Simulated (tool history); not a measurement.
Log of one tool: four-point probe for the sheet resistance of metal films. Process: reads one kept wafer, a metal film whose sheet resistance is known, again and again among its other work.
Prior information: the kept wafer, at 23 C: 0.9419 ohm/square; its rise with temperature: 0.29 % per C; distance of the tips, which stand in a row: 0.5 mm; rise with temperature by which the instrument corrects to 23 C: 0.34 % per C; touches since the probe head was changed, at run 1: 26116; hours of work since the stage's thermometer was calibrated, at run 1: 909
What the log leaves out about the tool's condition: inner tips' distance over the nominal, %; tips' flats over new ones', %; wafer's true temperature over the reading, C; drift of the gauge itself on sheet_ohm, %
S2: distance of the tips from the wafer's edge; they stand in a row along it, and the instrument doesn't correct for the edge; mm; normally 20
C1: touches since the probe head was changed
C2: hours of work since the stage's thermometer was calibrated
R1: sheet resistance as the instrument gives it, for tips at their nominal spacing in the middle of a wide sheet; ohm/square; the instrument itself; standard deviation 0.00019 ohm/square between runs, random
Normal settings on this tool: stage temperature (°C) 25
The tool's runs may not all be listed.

Run 1, hour 0.0: usual settings; C1 26116; C2 909. Result: R1 0.946165 ohm/square.
Run 2, hour 48.0: usual settings; C1 27246; C2 929. Result: R1 0.946541 ohm/square.
Run 3, hour 88.0: usual settings; C1 28186; C2 946. Result: R1 0.946452 ohm/square.
Run 4, hour 128.3: usual settings; C1 29133; C2 962. Result: R1 0.946362 ohm/square.
Run 5, hour 175.4: usual settings; C1 30241; C2 982. Result: R1 0.946530 ohm/square.
Run 6, hour 214.7: usual settings but stage temperature (°C) 19; C1 31165; C2 998. Result: R1 0.949481 ohm/square.
Run 7, hour 257.7: usual settings but stage temperature (°C) 19; C1 32176; C2 1016. Result: R1 0.949269 ohm/square.
Run 8, hour 303.8: usual settings but S2 61 mm; C1 33261; C2 1035. Result: R1 0.946315 ohm/square.
Run 9, hour 341.2: usual settings but S2 47 mm; C1 34139; C2 1050. Result: R1 0.946710 ohm/square.
Run 10, hour 387.0: usual settings but S2 47 mm; C1 35217; C2 1069. Result: R1 0.946498 ohm/square.
Run 11, hour 430.0: usual settings but stage temperature (°C) 20, S2 47 mm; C1 36227; C2 1087. Result: R1 0.948677 ohm/square.
Run 12, hour 457.3: usual settings; C1 36869; C2 1098. Result: R1 0.946812 ohm/square.
Run 13, hour 499.8: usual settings but stage temperature (°C) 20; C1 37870; C2 1116. Result: R1 0.949166 ohm/square.
Run 14, hour 536.7: usual settings but stage temperature (°C) 20; C1 38737; C2 1131. Result: R1 0.949602 ohm/square.
Run 15, hour 557.4: usual settings but S2 15 mm; C1 39223; C2 1139. Result: R1 0.947399 ohm/square.
Run 16, hour 585.6: usual settings but stage temperature (°C) 20; C1 39886; C2 1151. Result: R1 0.949592 ohm/square.
Run 17, hour 605.5: usual settings but stage temperature (°C) 20; C1 40354; C2 1159. Result: R1 0.949126 ohm/square.
Run 18, hour 652.3: usual settings but stage temperature (°C) 33, S2 11 mm; C1 41456; C2 1179. Result: R1 0.944502 ohm/square.
Run 19, hour 689.1: usual settings but stage temperature (°C) 34, S2 42 mm; C1 42320; C2 1194. Result: R1 0.943023 ohm/square.
At hour 709.0: stage's thermometer calibrated.
Run 20, hour 714.7: usual settings but stage temperature (°C) 19, S2 10 mm; C1 42911; C2 2. Result: R1 0.950515 ohm/square.
Run 21, hour 749.5: usual settings but stage temperature (°C) 32, S2 36 mm; C1 43730; C2 17. Result: R1 0.943305 ohm/square.
Run 22, hour 770.9: usual settings but stage temperature (°C) 19, S2 4 mm; C1 44234; C2 26. Result: R1 0.957206 ohm/square.
Run 23, hour 806.8: usual settings but stage temperature (°C) 20; C1 45078; C2 40. Result: R1 0.949281 ohm/square.
Run 24, hour 841.0: usual settings but stage temperature (°C) 20, S2 9 mm; C1 45882; C2 55. Result: R1 0.950656 ohm/square.
Run 25, hour 878.1: usual settings but stage temperature (°C) 20, S2 9 mm; C1 46754; C2 70. Result: R1 0.950643 ohm/square.
Run 26, hour 902.3: usual settings but stage temperature (°C) 24, S2 17 mm; C1 47323; C2 80. Result: R1 0.947682 ohm/square.
Run 27, hour 944.4: usual settings but stage temperature (°C) 24, S2 17 mm; C1 48314; C2 97. Result: R1 0.947845 ohm/square.
Run 28, hour 968.3: usual settings but stage temperature (°C) 23, S2 19 mm; C1 48875; C2 107. Result: R1 0.948186 ohm/square.
Run 29, hour 1007.5: usual settings but stage temperature (°C) 23, S2 19 mm; C1 49796; C2 123. Result: R1 0.948045 ohm/square.
Run 30, hour 1049.0: usual settings but stage temperature (°C) 33, S2 70 mm; C1 50773; C2 140. Result: R1 0.943503 ohm/square.
Run 31, hour 1082.7: usual settings but stage temperature (°C) 33, S2 70 mm; C1 51565; C2 154. Result: R1 0.943151 ohm/square.
Run 32, hour 1123.3: usual settings but stage temperature (°C) 33, S2 70 mm; C1 52518; C2 171. Result: R1 0.943508 ohm/square.
Run 33, hour 1158.9: usual settings but S2 14 mm; C1 53358; C2 186. Result: R1 0.947737 ohm/square.
Run 34, hour 1181.7: usual settings but stage temperature (°C) 20, S2 12 mm; C1 53893; C2 195. Result: R1 0.950563 ohm/square.

Each row is a separate what-if for the run after 34, all from the same tool condition, not one after another. Results?
Run A, hour 1224.5: usual settings but stage temperature (°C) 22, S2 10 mm; C1 54900; C2 213. Result: R1 ?.
Run B, hour 1224.5: usual settings but stage temperature (°C) 23, S2 6 mm; C1 54900; C2 213. Result: R1 ?.
Run C, hour 1224.5: usual settings but S2 4 mm; C1 54900; C2 213. Result: R1 ?.
Run D, hour 1224.5: usual settings but stage temperature (°C) 22, S2 11 mm; C1 54900; C2 213. Result: R1 ?.
Run E, hour 1224.5: usual settings but stage temperature (°C) 33, S2 12 mm; C1 54900; C2 213. Result: R1 ?.

run        R1
  A  0.949808
  B  0.951939
  C  0.955239
  D  0.949558
  E  0.944535
Without the tool's unlogged condition, the same runs would have read:
run        R1
  A  0.943584
  B  0.945702
  C  0.948982
  D  0.943335
  E  0.938345

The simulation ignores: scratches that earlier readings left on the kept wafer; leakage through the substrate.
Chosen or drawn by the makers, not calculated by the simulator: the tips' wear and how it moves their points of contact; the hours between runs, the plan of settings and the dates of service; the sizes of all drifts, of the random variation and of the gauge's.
